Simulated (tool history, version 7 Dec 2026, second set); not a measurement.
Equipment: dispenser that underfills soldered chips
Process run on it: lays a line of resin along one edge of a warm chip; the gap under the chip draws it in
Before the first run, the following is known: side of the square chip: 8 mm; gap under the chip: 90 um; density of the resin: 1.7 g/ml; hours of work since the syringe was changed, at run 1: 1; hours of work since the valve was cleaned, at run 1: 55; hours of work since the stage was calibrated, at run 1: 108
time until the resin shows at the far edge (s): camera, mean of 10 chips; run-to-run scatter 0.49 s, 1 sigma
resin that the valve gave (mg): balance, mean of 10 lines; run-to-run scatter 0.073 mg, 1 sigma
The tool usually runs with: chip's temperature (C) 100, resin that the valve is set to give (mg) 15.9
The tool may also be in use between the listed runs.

run	hour	chip's temperature (C)	resin that the valve is set to give (mg)	hours of work since the syringe was changed	hours of work since the valve was cleaned	hours of work since the stage was calibrated	time until the resin shows at the far edge (s)	resin that the valve gave (mg)
1	0.0	100	15.9	1	55	108	44.7	15.11
2	3.1	100	15.9	3	57	110	54.7	15.16
3	7.4	100	15.9	6	60	113	67.2	15.14
4	10.4	100	15.9	8	62	115	81.0	15.16
# hour 13.2: new syringe of resin
5	13.4	100	15.9	0	63	117	40.8	14.98
6	17.4	100	15.9	3	66	120	50.9	15.07
7	19.6	100	15.9	4	67	121	57.5	15.06
8	21.9	100	15.9	6	69	122	65.9	15.05
9	24.9	100	14.5	8	71	124	77.8	13.65
# hour 28.6: new syringe of resin
10	29.6	100	15.9	1	74	127	42.7	15.06
11	31.8	100	15.9	2	75	129	48.0	14.92
12	34.4	100	15.9	4	77	130	54.9	14.92
# hour 37.8: dispensing valve cleaned and set on the balance
13	39.1	88	15.9	6	1	133	96.5	15.90
14	44.1	95	15.9	9	4	136	102.6	15.83
# hour 45.0: new syringe of resin
15	47.3	95	15.9	1	6	138	53.1	15.78
16	51.1	95	15.9	4	8	140	65.6	15.81
17	55.3	103	15.9	7	11	143	65.2	15.72
18	58.5	103	15.9	9	13	145	77.2	15.68
# hour 60.5: new syringe of resin
19	62.1	111	16.8	1	15	147	31.7	16.65
20	64.6	91	17.9	3	17	149	67.1	17.56
21	67.9	106	19.0	5	19	151	50.0	18.83
22	70.4	106	19.0	6	21	153	58.6	18.75
23	74.8	97	15.6	9	24	155	96.4	15.47
# hour 76.1: new syringe of resin
24	77.8	100	18.2	1	25	157	43.9	17.89
25	81.5	95	19.2	4	28	160	63.8	18.98
26	84.1	100	19.9	5	29	161	61.6	19.48
27	88.2	104	18.9	8	32	164	69.8	18.54
# hour 91.6: new syringe of resin
28	92.4	90	20.6	1	35	167	56.0	20.27
29	96.4	97	15.1	3	37	169	57.9	14.75
30	98.7	105	20.6	5	39	171	50.2	19.85
31	103.2	111	15.9	8	42	173	55.7	15.49
32	106.4	99	18.4	10	44	176	94.2	17.77
# hour 107.0: new syringe of resin
33	110.0	99	18.4	2	46	178	48.5	17.84
34	112.7	92	18.2	4	48	179	70.2	17.51
35	117.0	99	17.1	6	50	182	70.2	16.56

Branching from run 35: 4 alternative next runs. What would each branch give?
A	119.3	93	16.6	8	52	184	?	?
B	119.3	105	18.3	8	52	184	?	?
C	119.3	112	17.1	8	52	184	?	?
D	119.3	99	13.7	8	52	184	?	?

run	time until the resin shows at the far edge (s)	resin that the valve gave (mg)
A	98.7	16.12
B	69.2	17.44
C	55.6	16.47
D	83.2	13.12
What these runs would have given with no unlogged condition in the tool:
run	time until the resin shows at the far edge (s)	resin that the valve gave (mg)
A	48.7	16.76
B	34.5	18.15
C	27.3	17.13
D	40.8	13.65
